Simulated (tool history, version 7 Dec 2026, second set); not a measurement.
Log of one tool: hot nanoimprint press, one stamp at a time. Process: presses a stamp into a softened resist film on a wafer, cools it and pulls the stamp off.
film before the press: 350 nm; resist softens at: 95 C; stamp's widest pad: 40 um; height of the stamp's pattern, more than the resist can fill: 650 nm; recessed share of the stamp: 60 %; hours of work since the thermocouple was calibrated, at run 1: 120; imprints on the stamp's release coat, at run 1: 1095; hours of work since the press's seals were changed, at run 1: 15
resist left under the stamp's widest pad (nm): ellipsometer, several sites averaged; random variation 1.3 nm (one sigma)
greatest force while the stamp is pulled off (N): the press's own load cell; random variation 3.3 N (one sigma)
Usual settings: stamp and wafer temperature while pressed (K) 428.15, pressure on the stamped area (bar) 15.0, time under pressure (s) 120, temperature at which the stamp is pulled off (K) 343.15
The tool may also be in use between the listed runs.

run	hour	stamp and wafer temperature while pressed (K)	pressure on the stamped area (bar)	time under pressure (s)	temperature at which the stamp is pulled off (K)	hours of work since the thermocouple was calibrated	imprints on the stamp's release coat	hours of work since the press's seals were changed	resist left under the stamp's widest pad (nm)	greatest force while the stamp is pulled off (N)
1	0.0	428.15	15.0	120	343.15	120	1095	15	204.8	220
2	89.7	428.15	15.0	120	343.15	189	1565	84	204.3	243
# hour 130.4: stamp cleaned and given a new release coat
3	158.4	428.15	15.0	120	343.15	237	147	133	207.5	165
4	241.8	428.15	15.0	120	343.15	301	584	197	206.1	190
# hour 260.5: plate thermocouple calibrated
5	307.7	428.15	15.0	120	343.15	36	914	245	198.5	201
6	376.7	428.15	15.0	120	339.15	89	1275	298	199.9	241
7	444.2	428.15	15.0	120	339.15	141	1629	350	205.2	258
# hour 470.0: stamp cleaned and given a new release coat
8	550.1	428.15	15.0	120	339.15	218	420	427	205.0	196
9	622.4	428.15	15.0	84	343.15	274	799	483	231.5	195
# hour 674.5: plate thermocouple calibrated
10	704.9	428.15	15.0	84	343.15	23	1215	544	224.2	216
11	789.8	428.15	15.0	84	343.15	89	1660	609	229.4	241
# hour 809.1: stamp cleaned and given a new release coat
12	886.2	427.15	15.0	69	329.15	158	404	679	247.6	220
13	963.1	427.15	15.0	69	329.15	217	807	738	247.5	259
14	1008.3	428.15	13.5	120	348.15	252	1044	773	216.9	197
15	1078.8	429.15	13.5	175	337.15	306	1413	827	188.5	246
# hour 1089.3: plate thermocouple calibrated
# hour 1149.1: stamp cleaned and given a new release coat
16	1185.7	428.15	15.0	120	341.15	70	192	902	205.2	178
17	1240.2	428.15	15.0	120	341.15	112	478	944	204.5	198
18	1309.0	422.15	23.0	79	347.15	164	838	997	245.4	188
19	1396.3	430.15	16.5	105	343.15	232	1296	1064	196.9	222
20	1453.8	430.15	16.5	105	343.15	276	1597	1109	198.3	244
# hour 1489.1: stamp cleaned and given a new release coat
# hour 1510.1: plate thermocouple calibrated
21	1510.1	430.15	16.5	105	343.15	0	94	1145	191.6	165
22	1582.5	423.15	9.1	105	343.15	56	474	1201	277.9	180

4 ways to go on from here, each from the tool as it stands after run 22. What would each give?
A	1631.7	428.15	15.0	194	344.15	94	732	1239	?	?
B	1631.7	428.15	15.0	99	349.15	94	732	1239	?	?
C	1631.7	420.15	15.0	234	343.15	94	732	1239	?	?
D	1631.7	428.15	14.2	71	334.15	94	732	1239	?	?

run	resist left under the stamp's widest pad (nm)	greatest force while the stamp is pulled off (N)
A	174.2	187
B	217.9	165
C	216.7	194
D	238.5	223
Without the tool's hidden state the same runs would have given:
run	resist left under the stamp's widest pad (nm)	greatest force while the stamp is pulled off (N)
A	169.0	152
B	212.5	134
C	211.1	158
D	233.6	181

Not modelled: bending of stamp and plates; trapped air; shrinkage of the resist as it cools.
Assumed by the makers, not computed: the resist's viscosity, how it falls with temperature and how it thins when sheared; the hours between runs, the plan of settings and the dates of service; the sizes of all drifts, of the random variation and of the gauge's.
